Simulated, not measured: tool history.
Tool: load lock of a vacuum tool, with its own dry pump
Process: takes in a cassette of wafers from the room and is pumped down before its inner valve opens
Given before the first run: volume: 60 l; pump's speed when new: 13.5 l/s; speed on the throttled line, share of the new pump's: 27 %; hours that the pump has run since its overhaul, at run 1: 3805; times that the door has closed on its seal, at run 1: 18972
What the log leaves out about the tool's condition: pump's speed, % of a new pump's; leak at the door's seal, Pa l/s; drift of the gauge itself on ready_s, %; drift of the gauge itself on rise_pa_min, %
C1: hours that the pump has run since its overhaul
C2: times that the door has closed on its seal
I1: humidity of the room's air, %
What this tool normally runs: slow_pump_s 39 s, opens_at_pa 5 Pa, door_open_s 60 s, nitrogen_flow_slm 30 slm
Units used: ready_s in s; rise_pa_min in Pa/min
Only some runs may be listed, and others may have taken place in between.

run 1 hour=0 | slow_pump_s=39 opens_at_pa=5 door_open_s=60 nitrogen_flow_slm=30 | C1=3805 C2=18972 | I1=47 | ready_s=72.9 rise_pa_min=0.156
run 2 hour=122.5 | slow_pump_s=39 opens_at_pa=5 door_open_s=60 nitrogen_flow_slm=30 | C1=3927 C2=19520 | I1=45.3 | ready_s=73.4 rise_pa_min=0.163
run 3 hour=244.9 | slow_pump_s=39 opens_at_pa=5 door_open_s=60 nitrogen_flow_slm=30 | C1=4050 C2=20069 | I1=45.8 | ready_s=74.2 rise_pa_min=0.166
run 4 hour=327.7 | slow_pump_s=62 opens_at_pa=5 door_open_s=60 nitrogen_flow_slm=30 | C1=4133 C2=20439 | I1=41.7 | ready_s=91.2 rise_pa_min=0.174
run 5 hour=455.5 | slow_pump_s=62 opens_at_pa=5 door_open_s=60 nitrogen_flow_slm=30 | C1=4260 C2=21012 | I1=46.4 | ready_s=90.1 rise_pa_min=0.178
run 6 hour=562.3 | slow_pump_s=62 opens_at_pa=5 door_open_s=60 nitrogen_flow_slm=30 | C1=4367 C2=21491 | I1=48.3 | ready_s=91.2 rise_pa_min=0.189
run 7 hour=684.9 | slow_pump_s=62 opens_at_pa=5 door_open_s=60 nitrogen_flow_slm=30 | C1=4490 C2=22039 | I1=42.9 | ready_s=91.7 rise_pa_min=0.198
run 8 hour=815.2 | slow_pump_s=62 opens_at_pa=5 door_open_s=62 nitrogen_flow_slm=30 | C1=4620 C2=22623 | I1=43.5 | ready_s=89.2 rise_pa_min=0.207
run 9 hour=901 | slow_pump_s=62 opens_at_pa=5 door_open_s=62 nitrogen_flow_slm=30 | C1=4706 C2=23007 | I1=40.6 | ready_s=90.7 rise_pa_min=0.221
run 10 hour=974 | slow_pump_s=39 opens_at_pa=5 door_open_s=60 nitrogen_flow_slm=30 | C1=4779 C2=23334 | I1=49.6 | ready_s=74.5 rise_pa_min=0.225
run 11 hour=1040 | slow_pump_s=39 opens_at_pa=5 door_open_s=60 nitrogen_flow_slm=30 | C1=4845 C2=23630 | I1=44.3 | ready_s=74 rise_pa_min=0.223
run 12 hour=1123.5 | slow_pump_s=39 opens_at_pa=5 door_open_s=60 nitrogen_flow_slm=4 | C1=4928 C2=24004 | I1=44.6 | ready_s=73.6 rise_pa_min=0.24
run 13 hour=1195.1 | slow_pump_s=39 opens_at_pa=5 door_open_s=60 nitrogen_flow_slm=4 | C1=5000 C2=24325 | I1=43.5 | ready_s=74.3 rise_pa_min=0.247
run 14 hour=1283.5 | slow_pump_s=32 opens_at_pa=5 door_open_s=27 nitrogen_flow_slm=4 | C1=5088 C2=24720 | I1=48 | ready_s=69 rise_pa_min=0.247
run 15 hour=1407.4 | slow_pump_s=69 opens_at_pa=5 door_open_s=60 nitrogen_flow_slm=8 | C1=5212 C2=25275 | I1=47.2 | ready_s=95.4 rise_pa_min=0.263
-- hour=1523.3 door's seal changed, seat wiped
run 16 hour=1533.7 | slow_pump_s=69 opens_at_pa=5 door_open_s=32 nitrogen_flow_slm=25 | C1=5337 C2=46 | I1=44.9 | ready_s=95.7 rise_pa_min=0.005
run 17 hour=1609.2 | slow_pump_s=69 opens_at_pa=8 door_open_s=163 nitrogen_flow_slm=9 | C1=5413 C2=384 | I1=43.2 | ready_s=93.1 rise_pa_min=0.037
run 18 hour=1721 | slow_pump_s=22 opens_at_pa=5 door_open_s=47 nitrogen_flow_slm=26 | C1=5524 C2=886 | I1=47.7 | ready_s=61.5 rise_pa_min=0.013
run 19 hour=1873.6 | slow_pump_s=22 opens_at_pa=5 door_open_s=47 nitrogen_flow_slm=26 | C1=5677 C2=1569 | I1=41.4 | ready_s=61.7 rise_pa_min=0.019
run 20 hour=1999 | slow_pump_s=38 opens_at_pa=5 door_open_s=95 nitrogen_flow_slm=30 | C1=5802 C2=2130 | I1=40.6 | ready_s=72 rise_pa_min=0.027
run 21 hour=2087.1 | slow_pump_s=38 opens_at_pa=5 door_open_s=95 nitrogen_flow_slm=30 | C1=5891 C2=2525 | I1=43.8 | ready_s=74 rise_pa_min=0.025
run 22 hour=2149.5 | slow_pump_s=38 opens_at_pa=5 door_open_s=95 nitrogen_flow_slm=30 | C1=5953 C2=2805 | I1=43.9 | ready_s=72.7 rise_pa_min=0.027
run 23 hour=2251.7 | slow_pump_s=38 opens_at_pa=5 door_open_s=95 nitrogen_flow_slm=30 | C1=6055 C2=3262 | I1=45 | ready_s=73.7 rise_pa_min=0.03
run 24 hour=2362.2 | slow_pump_s=38 opens_at_pa=5 door_open_s=95 nitrogen_flow_slm=30 | C1=6166 C2=3757 | I1=45.6 | ready_s=73.5 rise_pa_min=0.03
run 25 hour=2439.1 | slow_pump_s=60 opens_at_pa=8 door_open_s=60 nitrogen_flow_slm=29 | C1=6242 C2=4101 | I1=43.9 | ready_s=87.7 rise_pa_min=0.033
run 26 hour=2565.5 | slow_pump_s=39 opens_at_pa=8 door_open_s=60 nitrogen_flow_slm=5 | C1=6369 C2=4668 | I1=45.3 | ready_s=72.2 rise_pa_min=0.048

Each row is a separate what-if for the run after 26, all from the same tool condition, not one after another. Results?
run A hour=2653.5 | slow_pump_s=36 opens_at_pa=5 door_open_s=39 nitrogen_flow_slm=6 | C1=6457 C2=5062 | I1=40.9 | ready_s=? rise_pa_min=?
run B hour=2653.5 | slow_pump_s=39 opens_at_pa=7 door_open_s=37 nitrogen_flow_slm=6 | C1=6457 C2=5062 | I1=44.4 | ready_s=? rise_pa_min=?
run C hour=2653.5 | slow_pump_s=39 opens_at_pa=6 door_open_s=60 nitrogen_flow_slm=5 | C1=6457 C2=5062 | I1=39.4 | ready_s=? rise_pa_min=?
run D hour=2653.5 | slow_pump_s=29 opens_at_pa=8 door_open_s=60 nitrogen_flow_slm=5 | C1=6457 C2=5062 | I1=47.5 | ready_s=? rise_pa_min=?

run=A ready_s=72.7 rise_pa_min=0.037
run=B ready_s=73.3 rise_pa_min=0.04
run=C ready_s=74.3 rise_pa_min=0.04
run=D ready_s=64.9 rise_pa_min=0.05
Without the tool's unlogged condition, the same runs would have read:
run=A ready_s=71.2 rise_pa_min=0.015
run=B ready_s=71.9 rise_pa_min=0.019
run=C ready_s=72.8 rise_pa_min=0.019
run=D ready_s=63.5 rise_pa_min=0.029
